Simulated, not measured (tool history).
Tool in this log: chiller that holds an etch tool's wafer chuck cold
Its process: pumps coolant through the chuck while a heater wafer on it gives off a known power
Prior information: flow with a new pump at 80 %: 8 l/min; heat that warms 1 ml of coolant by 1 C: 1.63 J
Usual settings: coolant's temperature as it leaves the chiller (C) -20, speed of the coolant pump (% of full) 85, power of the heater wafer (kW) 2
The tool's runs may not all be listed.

run      day  coolant's temperature as it leaves the chiller (C)  speed of the coolant pump (% of full)  power of the heater wafer (kW)  chuck's temperature once it has settled (C)  how much warmer the coolant comes back (C)
  1        0                                                 -20                                     85                               2                                          7.3                                        8.93
  2    4.442                                                 -22                                     85                               2                                          5.2                                        9.02
  3    9.858                                                 -20                                     85                           1.319                                         -1.9                                        5.94
  4   13.008                                                 -20                                     85                           1.319                                         -1.9                                        5.95
  5   16.721                                                 -20                                     85                               2                                          7.8                                        9.04
  6   21.421                                                 -20                                     85                               2                                          7.6                                        9.07
       23.15  -- coolant changed, channels flushed
      24.292  -- chiller's thermometer calibrated
  7   26.542                                                 -20                                     85                           1.802                                          1.8                                        8.18
  8   31.442                                                 -20                                     75                           1.802                                          3.7                                        9.32
  9   35.842                                                 -20                                     75                           1.802                                          3.7                                        9.21
 10   40.292                                                 -20                                     85                           1.809                                            2                                        8.28
 11    44.15                                                 -20                                     85                               2                                          4.6                                        9.21
 12   49.246                                                 -20                                     85                               2                                          4.5                                         9.2
 13   54.308                                                 -20                                     85                           1.843                                          2.7                                        8.45
 14   58.146                                                 -20                                     85                           1.843                                          3.1                                        8.55
 15   63.467                                                 -20                                     85                           1.843                                          3.1                                        8.57
 16   66.654                                                 -20                                     85                           1.843                                          2.9                                         8.6
 17     72.2                                                 -24                                     65                           1.142                                         -7.2                                        7.09
 18   75.808                                                 -24                                     65                           1.142                                         -7.2                                        6.94
 19   80.383                                                 -24                                     69                           2.791                                         15.8                                       16.21
 20   83.104                                                 -25                                     96                           1.198                                          -11                                        4.92
 21   85.938                                                 -23                                     96                           2.888                                         10.9                                       11.95
 22   89.942                                                 -23                                     96                           2.888                                         11.1                                       12.02
 23   95.138                                                 -22                                     76                               2                                          5.2                                       10.59
 24   99.942                                                 -16                                     76                           1.536                                          5.1                                        8.14
 25  104.062                                                 -28                                     86                               2                                         -2.4                                         9.4
 26  107.079                                                 -28                                     86                           1.629                                         -7.3                                        7.61
 27  111.804                                                 -28                                     86                           1.629                                         -7.1                                        7.56
 28  114.554                                                 -25                                     85                           1.459                                         -5.9                                        6.97
 29  117.333                                                 -19                                     85                           2.122                                          8.6                                       10.01
 30  122.842                                                 -25                                     70                           2.755                                         15.2                                       16.02
 31  125.679                                                 -16                                     87                               2                                          9.8                                        9.33
 32  128.583                                                 -29                                     76                           1.406                                         -9.2                                        7.52

Results per run with the tool's hidden condition removed, run-to-run variation unchanged:
Hidden state present: heat passed by the chuck's channels, % of clean ones'; flow at a given pump speed, % of a new pump's; coolant's true temperature over the reading, C; drift of the gauge itself on chuck_c, C; drift of the gauge itself on warmer_back_c, C.
run  chuck's temperature once it has settled (C)  how much warmer the coolant comes back (C)
  1                                          3.6                                        8.57
  2                                          1.4                                        8.64
  3                                         -4.5                                        5.68
  4                                         -4.6                                        5.68
  5                                          3.7                                        8.61
  6                                          3.4                                        8.63
  7                                          1.1                                        7.77
  8                                          2.8                                        8.83
  9                                          2.8                                         8.7
 10                                          1.1                                        7.81
 11                                          3.5                                        8.67
 12                                          3.3                                        8.64
 13                                          1.5                                        7.91
 14                                          1.8                                           8
 15                                          1.7                                           8
 16                                          1.5                                        8.01
 17                                         -8.4                                        6.59
 18                                         -8.3                                        6.43
 19                                         13.1                                          15
 20                                        -12.1                                        4.54
 21                                          8.5                                       11.03
 22                                          8.5                                       11.07
 23                                            3                                        9.73
 24                                          3.3                                        7.47
 25                                         -4.6                                        8.61
 26                                         -9.2                                        6.95
 27                                           -9                                        6.89
 28                                         -7.7                                        6.35
 29                                          5.9                                         9.1
 30                                         11.3                                       14.53
 31                                          7.2                                        8.46
 32                                        -11.2                                         6.8

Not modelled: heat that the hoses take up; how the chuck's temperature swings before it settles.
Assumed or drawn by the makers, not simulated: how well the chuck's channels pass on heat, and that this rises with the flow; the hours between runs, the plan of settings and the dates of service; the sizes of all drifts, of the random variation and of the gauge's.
